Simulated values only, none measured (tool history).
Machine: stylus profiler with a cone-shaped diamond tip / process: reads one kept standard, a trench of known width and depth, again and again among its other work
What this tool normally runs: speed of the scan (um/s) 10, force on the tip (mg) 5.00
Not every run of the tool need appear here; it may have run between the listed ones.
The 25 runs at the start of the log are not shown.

run	hour	speed of the scan (um/s)	force on the tip (mg)	scans with this tip	hours of work since the height scale was calibrated	depth of the trench (Å)	width of the trench's floor (µm)
26	510.5	18	7.28	11551	40	2059.8	18.00
27	527.4	12	7.28	11698	51	2059.6	17.99
28	543.9	5	2.55	11842	62	2023.5	18.03
29	569.9	5	13.63	12068	79	2096.1	17.96
# hour 579.3: height scale calibrated on a step standard, once more
30	590.4	5	5.65	12242	7	2061.0	18.00
31	601.5	5	5.65	12339	14	2060.7	17.97
32	618.2	5	5.65	12484	25	2060.6	17.98
33	633.1	7	2.22	12614	35	2032.4	17.96
34	644.7	6	7.86	12715	43	2075.2	18.02
35	672.1	3	11.06	12953	61	2094.7	17.99
36	691.0	14	9.82	13118	73	2087.5	17.97
37	710.5	5	1.77	13288	86	2027.8	17.96
38	731.0	5	1.77	13466	99	2026.7	17.92
39	752.7	25	1.79	13655	113	2027.6	17.92
40	771.3	12	7.35	13817	125	2070.7	17.97
41	788.4	12	4.02	13966	136	2048.4	17.97
42	815.9	12	4.02	14205	154	2046.9	17.99
43	834.8	4	7.16	14369	167	2069.7	17.92
44	847.0	12	5.73	14476	175	2060.0	17.98
45	872.6	17	9.33	14699	191	2082.8	17.92

Here are 3 independent what-if runs from the current tool condition. What would each one return?
A	897.5	3	1.77	14915	208	?	?
B	897.5	4	1.85	14915	208	?	?
C	897.5	10	14.67	14915	208	?	?

run	depth of the trench (Å)	width of the trench's floor (µm)
A	2026.2	17.92
B	2027.1	17.92
C	2112.8	17.91
Stripped of hidden state, with their random variation kept, the same runs would have yielded:
run	depth of the trench (Å)	width of the trench's floor (µm)
A	2027.8	18.23
B	2028.7	18.23
C	2114.5	18.22
